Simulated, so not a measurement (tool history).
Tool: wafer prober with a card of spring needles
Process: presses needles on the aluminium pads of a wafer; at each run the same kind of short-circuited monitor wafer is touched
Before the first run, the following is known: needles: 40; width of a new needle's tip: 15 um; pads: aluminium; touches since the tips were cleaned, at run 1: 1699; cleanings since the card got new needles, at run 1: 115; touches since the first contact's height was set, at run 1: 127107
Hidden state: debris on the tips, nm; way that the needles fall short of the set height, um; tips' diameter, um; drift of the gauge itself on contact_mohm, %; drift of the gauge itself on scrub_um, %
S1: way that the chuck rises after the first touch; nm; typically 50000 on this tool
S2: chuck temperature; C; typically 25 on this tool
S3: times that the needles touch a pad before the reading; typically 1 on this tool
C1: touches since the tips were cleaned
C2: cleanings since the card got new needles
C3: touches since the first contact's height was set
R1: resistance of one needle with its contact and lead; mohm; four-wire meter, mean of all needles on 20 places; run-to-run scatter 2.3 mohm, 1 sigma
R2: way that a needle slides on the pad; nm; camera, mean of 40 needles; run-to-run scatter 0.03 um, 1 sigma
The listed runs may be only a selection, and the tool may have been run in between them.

run 1 hour=0.0 | S1=50000 S2=25 S3=1 | C1=1699 C2=115 C3=127107 | R1=613 R2=13280
-- hour=5.7 tips cleaned on abrasive film
-- hour=14.2 tips cleaned on abrasive film
run 2 hour=15.9 | S1=50000 S2=25 S3=1 | C1=1020 C2=117 C3=136418 | R1=524 R2=13240
-- hour=22.5 tips cleaned on abrasive film
run 3 hour=28.9 | S1=44000 S2=25 S3=1 | C1=3781 C2=118 C3=144074 | R1=824 R2=11640
-- hour=30.8 tips cleaned on abrasive film
-- hour=38.4 tips cleaned on abrasive film
run 4 hour=44.9 | S1=44000 S2=25 S3=1 | C1=3912 C2=120 C3=153502 | R1=836 R2=11600
-- hour=46.9 tips cleaned on abrasive film
-- hour=54.5 tips cleaned on abrasive film
-- hour=63.2 tips cleaned on abrasive film
run 5 hour=66.7 | S1=44000 S2=25 S3=1 | C1=2078 C2=123 C3=166254 | R1=710 R2=11520
-- hour=71.6 tips cleaned on abrasive film
-- hour=80.2 tips cleaned on abrasive film
-- hour=88.8 tips cleaned on abrasive film
run 6 hour=93.1 | S1=50000 S2=89 S3=1 | C1=2539 C2=126 C3=181740 | R1=650 R2=13100
-- hour=96.8 tips cleaned on abrasive film
-- hour=105.6 tips cleaned on abrasive film
run 7 hour=106.6 | S1=50000 S2=25 S3=1 | C1=641 C2=128 C3=189674 | R1=453 R2=13050
-- hour=113.6 tips cleaned on abrasive film
-- hour=122.3 tips cleaned on abrasive film
-- hour=131.0 tips cleaned on abrasive film
run 8 hour=131.8 | S1=50000 S2=25 S3=1 | C1=445 C2=131 C3=204424 | R1=393 R2=13050
-- hour=140.1 tips cleaned on abrasive film
run 9 hour=147.1 | S1=50000 S2=25 S3=1 | C1=4192 C2=132 C3=213491 | R1=753 R2=13040
-- hour=149.1 tips cleaned on abrasive film
-- hour=156.8 tips cleaned on abrasive film
-- hour=165.1 tips cleaned on abrasive film
run 10 hour=166.8 | S1=50000 S2=25 S3=1 | C1=1002 C2=135 C3=224986 | R1=509 R2=13020
-- hour=173.1 tips cleaned on abrasive film
-- hour=181.3 tips cleaned on abrasive film
-- hour=184.5 height of the first contact set anew
-- hour=189.2 tips cleaned on abrasive film
run 11 hour=191.8 | S1=50000 S2=25 S3=3 | C1=1560 C2=138 C3=4317 | R1=355 R2=13620
-- hour=196.9 tips cleaned on abrasive film
-- hour=205.5 tips cleaned on abrasive film
run 12 hour=208.3 | S1=50000 S2=25 S3=3 | C1=1657 C2=140 C3=13988 | R1=368 R2=13560
-- hour=214.9 tips cleaned on abrasive film
-- hour=223.8 tips cleaned on abrasive film
run 13 hour=224.0 | S1=50000 S2=25 S3=1 | C1=136 C2=142 C3=23204 | R1=326 R2=13490
-- hour=233.0 tips cleaned on abrasive film
-- hour=240.9 tips cleaned on abrasive film
run 14 hour=247.4 | S1=52000 S2=25 S3=1 | C1=3908 C2=144 C3=36980 | R1=678 R2=14090
-- hour=249.1 tips cleaned on abrasive film
-- hour=258.1 tips cleaned on abrasive film
run 15 hour=262.9 | S1=50000 S2=25 S3=1 | C1=2848 C2=146 C3=46059 | R1=680 R2=13510
-- hour=266.8 tips cleaned on abrasive film
-- hour=275.5 tips cleaned on abrasive film
run 16 hour=279.6 | S1=50000 S2=25 S3=1 | C1=2439 C2=148 C3=55845 | R1=636 R2=13450
-- hour=283.4 tips cleaned on abrasive film
-- hour=291.9 tips cleaned on abrasive film
run 17 hour=292.7 | S1=50000 S2=32 S3=1 | C1=422 C2=150 C3=63475 | R1=405 R2=13420
-- hour=301.0 tips cleaned on abrasive film
-- hour=309.1 tips cleaned on abrasive film
run 18 hour=316.4 | S1=36000 S2=25 S3=2 | C1=4388 C2=152 C3=77490 | R1=824 R2=9570
-- hour=317.9 tips cleaned on abrasive film
-- hour=325.9 tips cleaned on abrasive film
-- hour=334.6 tips cleaned on abrasive film
-- hour=342.4 tips cleaned on abrasive film
run 19 hour=342.4 | S1=36000 S2=99 S3=2 | C1=0 C2=156 C3=92671 | R1=363 R2=9480
-- hour=351.0 tips cleaned on abrasive film
-- hour=359.5 tips cleaned on abrasive film
run 20 hour=360.1 | S1=36000 S2=99 S3=2 | C1=390 C2=158 C3=103068 | R1=468 R2=9460
-- hour=368.3 tips cleaned on abrasive film
-- hour=376.3 tips cleaned on abrasive film
run 21 hour=378.3 | S1=36000 S2=99 S3=2 | C1=1213 C2=160 C3=113768 | R1=632 R2=9440
-- hour=384.6 tips cleaned on abrasive film
run 22 hour=389.7 | S1=41000 S2=31 S3=2 | C1=3028 C2=161 C3=120447 | R1=676 R2=10840
-- hour=392.4 tips cleaned on abrasive film
-- hour=401.4 tips cleaned on abrasive film
run 23 hour=405.5 | S1=41000 S2=31 S3=2 | C1=2377 C2=163 C3=129697 | R1=629 R2=10780
-- hour=410.4 tips cleaned on abrasive film
-- hour=419.6 tips cleaned on abrasive film
run 24 hour=426.8 | S1=50000 S2=26 S3=1 | C1=4257 C2=165 C3=142261 | R1=758 R2=13210
-- hour=428.6 tips cleaned on abrasive film
-- hour=437.8 tips cleaned on abrasive film
-- hour=446.6 tips cleaned on abrasive film
run 25 hour=447.1 | S1=36000 S2=25 S3=3 | C1=293 C2=168 C3=154150 | R1=359 R2=9340
-- hour=455.7 tips cleaned on abrasive film
-- hour=463.5 tips cleaned on abrasive film
run 26 hour=468.1 | S1=40000 S2=25 S3=1 | C1=2744 C2=170 C3=166494 | R1=948 R2=10390
-- hour=471.6 tips cleaned on abrasive film
-- hour=479.2 tips cleaned on abrasive film
-- hour=488.1 tips cleaned on abrasive film
run 27 hour=489.9 | S1=68000 S2=25 S3=1 | C1=1074 C2=173 C3=179277 | R1=434 R2=17960
-- hour=496.6 tips cleaned on abrasive film
run 28 hour=501.4 | S1=68000 S2=25 S3=1 | C1=2865 C2=174 C3=186022 | R1=494 R2=17990
-- hour=504.8 tips cleaned on abrasive film
-- hour=513.7 tips cleaned on abrasive film
-- hour=522.1 tips cleaned on abrasive film
run 29 hour=523.7 | S1=34000 S2=26 S3=1 | C1=981 C2=177 C3=199118 | R1=969 R2=8650
-- hour=529.8 tips cleaned on abrasive film
-- hour=538.9 tips cleaned on abrasive film
run 30 hour=543.8 | S1=41000 S2=28 S3=1 | C1=2923 C2=179 C3=210909 | R1=993 R2=10490

Consider 4 possible next runs. They are alternatives, not a sequence: every one starts from the tool as it was left by run 30. What does each give?
-- hour=547.1 tips cleaned on abrasive film
-- hour=556.0 tips cleaned on abrasive film
run A hour=562.0 | S1=44000 S2=50 S3=1 | C1=3567 C2=181 C3=221586 | R1=? R2=?
-- hour=547.1 tips cleaned on abrasive film
-- hour=556.0 tips cleaned on abrasive film
run B hour=562.0 | S1=47000 S2=25 S3=1 | C1=3567 C2=181 C3=221586 | R1=? R2=?
-- hour=547.1 tips cleaned on abrasive film
-- hour=556.0 tips cleaned on abrasive film
run C hour=562.0 | S1=69000 S2=79 S3=2 | C1=3567 C2=181 C3=221586 | R1=? R2=?
-- hour=547.1 tips cleaned on abrasive film
-- hour=556.0 tips cleaned on abrasive film
run D hour=562.0 | S1=59000 S2=70 S3=2 | C1=3567 C2=181 C3=221586 | R1=? R2=?

run=A R1=904 R2=11320
run=B R1=842 R2=12110
run=C R1=424 R2=18140
run=D R1=477 R2=15400
Without the tool's hidden state the same runs would have given:
run=A R1=269 R2=12010
run=B R1=262 R2=12810
run=C R1=271 R2=18840
run=D R1=269 R2=16100

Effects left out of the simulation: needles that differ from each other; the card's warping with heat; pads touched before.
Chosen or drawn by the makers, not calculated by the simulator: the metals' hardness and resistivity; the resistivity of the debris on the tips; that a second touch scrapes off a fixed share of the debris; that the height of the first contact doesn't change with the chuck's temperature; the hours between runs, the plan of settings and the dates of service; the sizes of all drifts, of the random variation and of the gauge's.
